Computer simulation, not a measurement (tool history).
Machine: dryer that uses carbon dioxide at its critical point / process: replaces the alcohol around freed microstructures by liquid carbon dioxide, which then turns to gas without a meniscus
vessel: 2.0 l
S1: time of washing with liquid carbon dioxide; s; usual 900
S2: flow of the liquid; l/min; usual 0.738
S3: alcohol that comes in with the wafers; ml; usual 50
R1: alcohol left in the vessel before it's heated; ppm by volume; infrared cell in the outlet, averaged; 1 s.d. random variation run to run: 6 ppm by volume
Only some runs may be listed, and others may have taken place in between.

run	hour	S1	S2	S3	R1
1	0	900	0.738	50	641
2	40.3	900	0.738	50	679
# hour 60.3: inlet filter changed
3	89.4	900	0.958	50	287
4	113.2	900	0.958	50	308
5	142.8	900	0.738	39	460
6	172.6	900	0.738	39	464
7	216.3	900	0.738	39	500
8	242	900	0.738	50	587
9	288.9	960	0.738	50	545
10	318.6	900	0.738	50	657
11	362.6	900	0.738	50	704
# hour 386: purifier's bed changed
12	402.6	900	0.738	50	441
# hour 416.1: inlet filter changed
13	437.2	900	0.738	50	249
14	468.2	900	0.738	50	271
15	491.4	900	0.738	50	277
16	531.8	900	0.738	50	310
17	568.3	1200	0.738	50	111
18	604.3	1200	0.738	50	129
19	642.1	900	0.738	50	418
20	670.2	900	0.738	50	430
21	706.4	900	0.738	50	470
22	742.5	900	0.738	50	532
# hour 769.4: inlet filter changed
23	778.5	600	0.738	50	1162
24	804.6	600	0.738	50	1229
25	842.8	1200	0.514	50	478
26	873.9	720	0.738	40	656
27	914.7	900	0.926	30	173
28	940.9	600	0.926	30	504
29	988.3	780	0.926	44	344
30	1015.2	960	0.589	50	816
31	1057.3	1020	0.589	25	442
32	1098.6	900	0.447	110	5014
# hour 1120.1: inlet filter changed
33	1120.1	900	0.447	110	3452
34	1140.3	900	0.648	50	591
35	1186.1	1260	0.648	106	379

Predict the results of run 36:
36	1232.8	660	0.738	26	?

{"run 36": {"R1": 687}}
Minus the tool's unlogged condition, the same run would have read R1 405 ppm by volume.
